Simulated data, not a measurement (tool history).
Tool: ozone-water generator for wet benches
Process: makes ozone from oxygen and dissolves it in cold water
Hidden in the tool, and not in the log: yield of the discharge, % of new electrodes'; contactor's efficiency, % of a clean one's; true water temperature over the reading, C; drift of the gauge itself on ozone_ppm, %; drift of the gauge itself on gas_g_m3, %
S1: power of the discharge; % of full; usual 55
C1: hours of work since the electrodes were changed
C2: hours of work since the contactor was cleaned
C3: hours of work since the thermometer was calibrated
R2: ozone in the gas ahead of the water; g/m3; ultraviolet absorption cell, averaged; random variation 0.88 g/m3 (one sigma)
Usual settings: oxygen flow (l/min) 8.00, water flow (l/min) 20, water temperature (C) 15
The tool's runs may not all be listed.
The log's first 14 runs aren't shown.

run 15 day=41.246 | S1=55 oxygen_flow_(l/min)=8.00 water_flow_(l/min)=20 water_temperature_(C)=15 | C1=3372 C2=806 C3=581 | dissolved_ozone_(ppm)=18.8 R2=125.1
run 16 day=45.117 | S1=55 oxygen_flow_(l/min)=8.00 water_flow_(l/min)=20 water_temperature_(C)=21 | C1=3453 C2=886 C3=662 | dissolved_ozone_(ppm)=17.1 R2=125.3
run 17 day=48.271 | S1=55 oxygen_flow_(l/min)=4.04 water_flow_(l/min)=15 water_temperature_(C)=21 | C1=3518 C2=952 C3=727 | dissolved_ozone_(ppm)=19.4 R2=163.5
run 18 day=51.954 | S1=49 oxygen_flow_(l/min)=12.22 water_flow_(l/min)=14 water_temperature_(C)=15 | C1=3594 C2=1028 C3=803 | dissolved_ozone_(ppm)=21.7 R2=101.3
run 19 day=55.696 | S1=53 oxygen_flow_(l/min)=6.22 water_flow_(l/min)=17 water_temperature_(C)=14 | C1=3672 C2=1105 C3=881 | dissolved_ozone_(ppm)=20.6 R2=135.7
run 20 day=58.050 | S1=55 oxygen_flow_(l/min)=8.00 water_flow_(l/min)=20 water_temperature_(C)=7 | C1=3721 C2=1154 C3=930 | dissolved_ozone_(ppm)=21.5 R2=122.4
run 21 day=62.271 | S1=55 oxygen_flow_(l/min)=8.00 water_flow_(l/min)=20 water_temperature_(C)=7 | C1=3808 C2=1242 C3=1017 | dissolved_ozone_(ppm)=21.2 R2=123.8
run 22 day=65.954 | S1=55 oxygen_flow_(l/min)=8.00 water_flow_(l/min)=20 water_temperature_(C)=7 | C1=3885 C2=1318 C3=1094 | dissolved_ozone_(ppm)=21.1 R2=122.3
run 23 day=69.938 | S1=98 oxygen_flow_(l/min)=8.00 water_flow_(l/min)=20 water_temperature_(C)=7 | C1=3967 C2=1401 C3=1176 | dissolved_ozone_(ppm)=27.4 R2=158.7
run 24 day=72.454 | S1=55 oxygen_flow_(l/min)=4.94 water_flow_(l/min)=20 water_temperature_(C)=12 | C1=4019 C2=1453 C3=1228 | dissolved_ozone_(ppm)=18.3 R2=146.3
run 25 day=76.358 | S1=55 oxygen_flow_(l/min)=4.94 water_flow_(l/min)=20 water_temperature_(C)=12 | C1=4100 C2=1534 C3=1309 | dissolved_ozone_(ppm)=17.8 R2=148.1
run 26 day=80.358 | S1=55 oxygen_flow_(l/min)=4.94 water_flow_(l/min)=20 water_temperature_(C)=12 | C1=4183 C2=1617 C3=1392 | dissolved_ozone_(ppm)=17.8 R2=147.1
run 27 day=83.338 | S1=53 oxygen_flow_(l/min)=4.13 water_flow_(l/min)=18 water_temperature_(C)=18 | C1=4245 C2=1678 C3=1454 | dissolved_ozone_(ppm)=17.2 R2=154.3
run 28 day=87.350 | S1=53 oxygen_flow_(l/min)=4.13 water_flow_(l/min)=18 water_temperature_(C)=18 | C1=4328 C2=1762 C3=1537 | dissolved_ozone_(ppm)=16.7 R2=155.6
run 29 day=90.462 | S1=53 oxygen_flow_(l/min)=4.13 water_flow_(l/min)=18 water_temperature_(C)=18 | C1=4393 C2=1826 C3=1602 | dissolved_ozone_(ppm)=16.6 R2=152.5
run 30 day=93.933 | S1=79 oxygen_flow_(l/min)=14.06 water_flow_(l/min)=23 water_temperature_(C)=15 | C1=4465 C2=1898 C3=1674 | dissolved_ozone_(ppm)=19.8 R2=112.4
run 31 day=97.388 | S1=79 oxygen_flow_(l/min)=14.06 water_flow_(l/min)=23 water_temperature_(C)=15 | C1=4536 C2=1970 C3=1745 | dissolved_ozone_(ppm)=19.6 R2=113.3
run 32 day=101.146 | S1=79 oxygen_flow_(l/min)=12.04 water_flow_(l/min)=23 water_temperature_(C)=14 | C1=4614 C2=2048 C3=1823 | dissolved_ozone_(ppm)=20.1 R2=119.8

Forecast each of these 3 alternatives for the next run:
run A day=105.262 | S1=79 oxygen_flow_(l/min)=12.04 water_flow_(l/min)=23 water_temperature_(C)=22 | C1=4700 C2=2133 C3=1909 | dissolved_ozone_(ppm)=? R2=?
run B day=105.262 | S1=55 oxygen_flow_(l/min)=6.17 water_flow_(l/min)=20 water_temperature_(C)=15 | C1=4700 C2=2133 C3=1909 | dissolved_ozone_(ppm)=? R2=?
run C day=105.262 | S1=71 oxygen_flow_(l/min)=12.04 water_flow_(l/min)=23 water_temperature_(C)=23 | C1=4700 C2=2133 C3=1909 | dissolved_ozone_(ppm)=? R2=?

run=A dissolved_ozone_(ppm)=16.8 R2=119.6
run=B dissolved_ozone_(ppm)=17.6 R2=133.0
run=C dissolved_ozone_(ppm)=16.0 R2=114.2
Without the tool's hidden state the same runs would have given:
run=A dissolved_ozone_(ppm)=21.6 R2=149.5
run=B dissolved_ozone_(ppm)=21.7 R2=160.3
run=C dissolved_ozone_(ppm)=20.4 R2=141.4
